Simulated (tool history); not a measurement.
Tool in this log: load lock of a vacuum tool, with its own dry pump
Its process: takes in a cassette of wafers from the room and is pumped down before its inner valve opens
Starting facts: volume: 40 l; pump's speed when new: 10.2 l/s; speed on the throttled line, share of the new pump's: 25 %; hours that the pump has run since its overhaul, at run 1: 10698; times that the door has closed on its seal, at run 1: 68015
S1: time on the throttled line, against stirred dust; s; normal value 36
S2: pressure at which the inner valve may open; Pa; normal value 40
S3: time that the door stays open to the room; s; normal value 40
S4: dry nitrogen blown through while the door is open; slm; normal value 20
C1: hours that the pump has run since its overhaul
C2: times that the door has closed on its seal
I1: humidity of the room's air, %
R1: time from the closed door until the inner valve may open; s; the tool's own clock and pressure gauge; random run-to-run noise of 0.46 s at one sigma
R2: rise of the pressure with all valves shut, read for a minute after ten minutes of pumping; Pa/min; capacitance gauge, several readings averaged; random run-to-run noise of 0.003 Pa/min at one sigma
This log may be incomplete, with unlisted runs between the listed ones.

run 1 hour=0 | S1=36 S2=40 S3=40 S4=20 | C1=10698 C2=68015 | I1=45.1 | R1=62 R2=0.359
run 2 hour=231.5 | S1=36 S2=40 S3=40 S4=20 | C1=10930 C2=69144 | I1=46.8 | R1=61.3 R2=0.359
run 3 hour=427.1 | S1=36 S2=40 S3=47 S4=20 | C1=11125 C2=70097 | I1=44.6 | R1=61.7 R2=0.369
run 4 hour=712.8 | S1=31 S2=40 S3=47 S4=20 | C1=11411 C2=71490 | I1=41.6 | R1=58.3 R2=0.381
run 5 hour=990.6 | S1=36 S2=40 S3=40 S4=20 | C1=11689 C2=72844 | I1=42.7 | R1=61.3 R2=0.387
run 6 hour=1191.7 | S1=36 S2=40 S3=40 S4=20 | C1=11890 C2=73825 | I1=45.8 | R1=61.8 R2=0.396
run 7 hour=1364.5 | S1=36 S2=40 S3=40 S4=20 | C1=12063 C2=74667 | I1=45.9 | R1=62.4 R2=0.407
run 8 hour=1496 | S1=36 S2=40 S3=40 S4=20 | C1=12194 C2=75308 | I1=45.6 | R1=62.3 R2=0.413
run 9 hour=1638.2 | S1=36 S2=40 S3=40 S4=17 | C1=12336 C2=76001 | I1=46.2 | R1=61.4 R2=0.431
-- hour=1852.5 door's seal changed, seat wiped
run 10 hour=1872.7 | S1=36 S2=40 S3=40 S4=17 | C1=12569 C2=99 | I1=42.9 | R1=61.8 R2=0.035
run 11 hour=2063 | S1=36 S2=40 S3=40 S4=17 | C1=12760 C2=1026 | I1=45.7 | R1=61 R2=0.032
run 12 hour=2351.9 | S1=36 S2=65 S3=40 S4=20 | C1=13048 C2=2434 | I1=45.8 | R1=59.7 R2=0.036
run 13 hour=2484.2 | S1=61 S2=67 S3=26 S4=30 | C1=13181 C2=3079 | I1=42.6 | R1=77.4 R2=0.025
run 14 hour=2778.6 | S1=61 S2=67 S3=26 S4=30 | C1=13475 C2=4515 | I1=45.3 | R1=78 R2=0.031
run 15 hour=2995.6 | S1=37 S2=40 S3=40 S4=14 | C1=13692 C2=5572 | I1=46.2 | R1=63.1 R2=0.045
run 16 hour=3202.4 | S1=31 S2=40 S3=36 S4=14 | C1=13899 C2=6580 | I1=43.8 | R1=59.2 R2=0.047
run 17 hour=3403.8 | S1=31 S2=40 S3=36 S4=14 | C1=14100 C2=7562 | I1=43.8 | R1=59.2 R2=0.049
run 18 hour=3660.1 | S1=31 S2=40 S3=36 S4=14 | C1=14357 C2=8811 | I1=43.8 | R1=59.3 R2=0.042
run 19 hour=3963.6 | S1=31 S2=39 S3=36 S4=14 | C1=14660 C2=10291 | I1=47.4 | R1=59.4 R2=0.059
run 20 hour=4172.9 | S1=36 S2=69 S3=40 S4=9 | C1=14870 C2=11311 | I1=43.2 | R1=60.9 R2=0.071
run 21 hour=4392.7 | S1=25 S2=56 S3=40 S4=43 | C1=15089 C2=12383 | I1=45.9 | R1=52.8 R2=0.049
run 22 hour=4552.9 | S1=25 S2=56 S3=40 S4=43 | C1=15250 C2=13164 | I1=48 | R1=54.4 R2=0.05

4 ways to go on from here, each from the tool as it stands after run 22. What would each give?
run A hour=4845.8 | S1=40 S2=36 S3=40 S4=43 | C1=15542 C2=14591 | I1=41.2 | R1=? R2=?
run B hour=4845.8 | S1=62 S2=40 S3=94 S4=9 | C1=15542 C2=14591 | I1=47.1 | R1=? R2=?
run C hour=4845.8 | S1=25 S2=29 S3=229 S4=43 | C1=15542 C2=14591 | I1=44.2 | R1=? R2=?
run D hour=4845.8 | S1=25 S2=55 S3=40 S4=41 | C1=15542 C2=14591 | I1=44.2 | R1=? R2=?

run=A R1=65.7 R2=0.056
run=B R1=81.2 R2=0.089
run=C R1=57.4 R2=0.077
run=D R1=53.6 R2=0.061
Stripped of hidden state, with their random variation kept, the same runs would have yielded:
run=A R1=60.6 R2=0.021
run=B R1=77.5 R2=0.054
run=C R1=51.2 R2=0.043
run=D R1=48 R2=0.026
